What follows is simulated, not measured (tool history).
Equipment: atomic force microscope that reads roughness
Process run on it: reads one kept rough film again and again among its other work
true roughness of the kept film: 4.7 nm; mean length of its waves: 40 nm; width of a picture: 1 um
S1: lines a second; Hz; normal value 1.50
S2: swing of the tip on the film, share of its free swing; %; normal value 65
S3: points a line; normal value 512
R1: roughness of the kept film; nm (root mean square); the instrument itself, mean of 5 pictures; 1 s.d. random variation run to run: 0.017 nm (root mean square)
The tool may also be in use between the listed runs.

{"run": 1, "hour": 0.0, "S1": 1.5, "S2": 65, "S3": 512, "R1": 3.951}
{"run": 2, "hour": 26.3, "S1": 0.66, "S2": 65, "S3": 512, "R1": 3.952}
{"run": 3, "hour": 68.1, "S1": 1.5, "S2": 65, "S3": 270, "R1": 3.831}
{"run": 4, "hour": 94.5, "S1": 1.5, "S2": 65, "S3": 270, "R1": 3.785}
{"run": 5, "hour": 138.5, "S1": 1.5, "S2": 59, "S3": 512, "R1": 4.108}
{"run": 6, "hour": 186.5, "S1": 1.5, "S2": 59, "S3": 512, "R1": 4.01}
{"run": 7, "hour": 218.1, "S1": 1.5, "S2": 59, "S3": 303, "R1": 3.947}
{"run": 8, "hour": 256.1, "S1": 1.5, "S2": 65, "S3": 512, "R1": 3.886}
{"run": 9, "hour": 284.0, "S1": 1.5, "S2": 65, "S3": 512, "R1": 3.965}
{"run": 10, "hour": 308.0, "S1": 1.5, "S2": 65, "S3": 512, "R1": 3.901}
{"run": 11, "hour": 334.0, "S1": 1.5, "S2": 65, "S3": 512, "R1": 3.863}
{"run": 12, "hour": 371.0, "S1": 1.5, "S2": 65, "S3": 564, "R1": 4.161}
{"run": 13, "hour": 410.6, "S1": 1.5, "S2": 65, "S3": 564, "R1": 4.11}
{"run": 14, "hour": 432.8, "S1": 1.5, "S2": 65, "S3": 564, "R1": 4.051}
{"run": 15, "hour": 478.1, "S1": 1.5, "S2": 65, "S3": 564, "R1": 3.977}
{"run": 16, "hour": 520.2, "S1": 1.5, "S2": 65, "S3": 564, "R1": 3.964}
{"run": 17, "hour": 549.3, "S1": 0.75, "S2": 65, "S3": 564, "R1": 3.924}
{"run": 18, "hour": 579.7, "S1": 1.01, "S2": 61, "S3": 282, "R1": 3.856}
{"run": 19, "hour": 602.7, "S1": 1.01, "S2": 61, "S3": 300, "R1": 4.191}
{"run": 20, "hour": 629.6, "S1": 0.57, "S2": 61, "S3": 405, "R1": 4.22}
{"run": 21, "hour": 654.9, "S1": 0.57, "S2": 58, "S3": 427, "R1": 4.128}
{"run": 22, "hour": 686.6, "S1": 2.76, "S2": 73, "S3": 427, "R1": 3.779}
{"run": 23, "hour": 729.0, "S1": 1.31, "S2": 86, "S3": 584, "R1": 3.729}
{"run": 24, "hour": 761.6, "S1": 0.8, "S2": 86, "S3": 584, "R1": 3.816}
{"run": 25, "hour": 791.9, "S1": 0.8, "S2": 86, "S3": 372, "R1": 3.772}
{"run": 26, "hour": 834.6, "S1": 1.5, "S2": 77, "S3": 662, "R1": 4.029}
{"run": 27, "hour": 860.0, "S1": 1.5, "S2": 77, "S3": 662, "R1": 3.97}
{"run": 28, "hour": 909.8, "S1": 0.71, "S2": 65, "S3": 636, "R1": 4.067}
{"run": 29, "hour": 961.6, "S1": 0.71, "S2": 65, "S3": 636, "R1": 3.987}
{"run": 30, "hour": 1002.1, "S1": 2.83, "S2": 57, "S3": 558, "R1": 3.852}
{"run": 31, "hour": 1030.1, "S1": 2.83, "S2": 57, "S3": 558, "R1": 3.806}
{"run": 32, "hour": 1061.5, "S1": 2.83, "S2": 57, "S3": 558, "R1": 4.1}
{"run": 33, "hour": 1093.8, "S1": 1.5, "S2": 67, "S3": 344, "R1": 4.053}
{"run": 34, "hour": 1138.4, "S1": 1.5, "S2": 67, "S3": 344, "R1": 3.97}

Taken out of this log: 7 entries between the listed runs. Where each belongs, and how the hidden state differs across it:
Logged between run 4 and run 5: new tip fitted (hour 138.3)
  radius of the tip, nm: 14.5 -> 7.5; height scale over the true one, %: -2.25 -> -2.31
  measured value less the no-hidden-state value, R1: -0.398 -> -0.119 nm (root mean square)
Logged between run 5 and run 6: height scale calibrated on a step standard (hour 185.1)
  radius of the tip, nm: 7.5 -> 9.2; height scale over the true one, %: -2.31 -> -3.28
  measured value less the no-hidden-state value, R1: -0.119 -> -0.236 nm (root mean square)
Logged between run 8 and run 9: height scale calibrated on a step standard, once more (hour 278.6)
  radius of the tip, nm: 11.9 -> 13; height scale over the true one, %: -3.38 -> 0.06
  measured value less the no-hidden-state value, R1: -0.347 -> -0.254 nm (root mean square)
Logged between run 11 and run 12: new tip fitted (hour 366.8)
  radius of the tip, nm: 14.9 -> 7.7; height scale over the true one, %: -0.02 -> -0.07
  measured value less the no-hidden-state value, R1: -0.326 -> -0.033 nm (root mean square)
Logged between run 18 and run 19: new tip fitted (hour 593.7)
  radius of the tip, nm: 15.9 -> 7.7; height scale over the true one, %: -0.37 -> -0.4
  measured value less the no-hidden-state value, R1: -0.385 -> -0.049 nm (root mean square)
Logged between run 25 and run 26: new tip fitted (hour 821.5)
  radius of the tip, nm: 15.2 -> 7.7; height scale over the true one, %: -0.67 -> -0.73
  measured value less the no-hidden-state value, R1: -0.359 -> -0.061 nm (root mean square)
Logged between run 31 and run 32: new tip fitted (hour 1049.0)
  radius of the tip, nm: 15.4 -> 8.2; height scale over the true one, %: -1 -> -1.04
  measured value less the no-hidden-state value, R1: -0.384 -> -0.098 nm (root mean square)

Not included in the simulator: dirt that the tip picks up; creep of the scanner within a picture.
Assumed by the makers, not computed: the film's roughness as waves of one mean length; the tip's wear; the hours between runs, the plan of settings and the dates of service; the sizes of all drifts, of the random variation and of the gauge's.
